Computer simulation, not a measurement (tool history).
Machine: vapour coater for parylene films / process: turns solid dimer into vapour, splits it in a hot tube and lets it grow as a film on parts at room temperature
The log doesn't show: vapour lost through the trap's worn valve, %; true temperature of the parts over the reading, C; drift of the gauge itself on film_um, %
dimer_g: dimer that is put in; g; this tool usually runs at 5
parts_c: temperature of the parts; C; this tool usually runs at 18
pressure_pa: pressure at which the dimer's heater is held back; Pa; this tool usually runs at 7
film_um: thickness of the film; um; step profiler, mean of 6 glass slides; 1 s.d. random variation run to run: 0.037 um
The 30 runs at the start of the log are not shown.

run,hour,dimer_g,parts_c,pressure_pa,hours of work since the trap's valve was overhauled,hours of work since the table's thermometer was calibrated,film_um
31,1130.1,3,19,2.02,331,97,2.66
# hour 1133.7: table's thermometer calibrated, once more
32,1178.7,3,19,2.02,370,36,2.69
33,1210.5,5,19,2.02,396,62,4.54
34,1252.7,2,14,3.29,430,97,1.75
# hour 1296.5: trap's valve overhauled
35,1297.9,2,14,3.29,1,130,1.99
36,1334.8,2,14,3.29,31,160,1.97
37,1357.9,2,21,2.75,50,179,1.75
38,1387.8,2,21,2.46,74,203,1.81
39,1433.7,6,19,7,111,240,4.56
40,1471.1,6,19,7,142,270,4.49
41,1518,6,19,7,180,308,4.35
42,1552.2,5,19,10.21,207,336,3.35
43,1584.3,5,19,10.21,233,362,3.33
44,1624.6,2,25,3.85,266,395,1.49
45,1646.1,2,25,3.85,284,412,1.45
46,1688.5,2,25,3.85,318,447,1.42

Branching from run 46: 4 alternative next runs. What would each branch give?
A,1723.7,5,22,7,347,475,?
B,1723.7,6,18,4.61,347,475,?
C,1723.7,2,12,10.79,347,475,?
D,1723.7,8,28,2.44,347,475,?

run,film_um
A,3.44
B,4.6
C,1.45
D,6.05
With the hidden condition removed and each run's random variation left untouched, the same runs would have given:
run,film_um
A,3.76
B,5.03
C,1.59
D,6.61
